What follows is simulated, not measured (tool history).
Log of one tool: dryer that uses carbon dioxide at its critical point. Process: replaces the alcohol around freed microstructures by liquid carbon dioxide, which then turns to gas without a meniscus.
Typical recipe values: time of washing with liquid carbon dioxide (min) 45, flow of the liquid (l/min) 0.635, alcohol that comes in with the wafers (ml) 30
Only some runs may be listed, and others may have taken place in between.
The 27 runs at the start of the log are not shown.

run   hour  time of washing with liquid carbon dioxide (min)  flow of the liquid (l/min)  alcohol that comes in with the wafers (ml)  alcohol left in the vessel before it's heated (ppm by volume)
 28  306.3                                                45                       0.392                                          63                                                            394
 29  315.6                                                53                       0.651                                         108                                                             64
 30  326.6                                                48                       0.764                                         108                                                             59
 31  335.0                                                31                       0.626                                          30                                                            151
 32  345.6                                                31                       0.626                                          30                                                            146
 33  352.1                                                31                       0.626                                          30                                                            143
 34  359.2                                                34                       0.449                                          30                                                            330
 35  371.4                                                34                       0.449                                          30                                                            335
 36  381.0                                                34                       0.449                                          30                                                            345
 37  393.4                                                68                       0.922                                          60                                                             58
 38  403.2                                                45                       0.418                                          64                                                            342
 39  410.2                                                37                       0.997                                          27                                                             60
 40  420.3                                                37                       0.997                                          27                                                             66
 41  435.8                                                37                       0.997                                          27                                                             71
 42  443.0                                                37                       0.997                                          27                                                             72
 43  451.5                                                33                       0.691                                          30                                                            121
 44  458.7                                                33                       0.691                                          30                                                            116
 45  467.9                                                30                       0.635                                          30                                                            184
 46  483.2                                                35                       0.618                                          26                                                            126

Consider 5 possible next runs. They are alternatives, not a sequence: every one starts from the tool as it was left by run 46. What does each give?
  A  494.3                                                68                       0.519                                          98                                                              ?
  B  494.3                                                35                       0.396                                          43                                                              ?
  C  494.3                                                39                       0.711                                          44                                                              ?
  D  494.3                                                29                       0.916                                          31                                                              ?
  E  494.3                                                35                       0.886                                          59                                                              ?

run  alcohol left in the vessel before it's heated (ppm by volume)
  A                                                             87
  B                                                            645
  C                                                             99
  D                                                             93
  E                                                             82
Take away the tool's hidden state, keep each run's random variation, and the runs would have read:
run  alcohol left in the vessel before it's heated (ppm by volume)
  A                                                             16
  B                                                            514
  C                                                             25
  D                                                             20
  E                                                             11
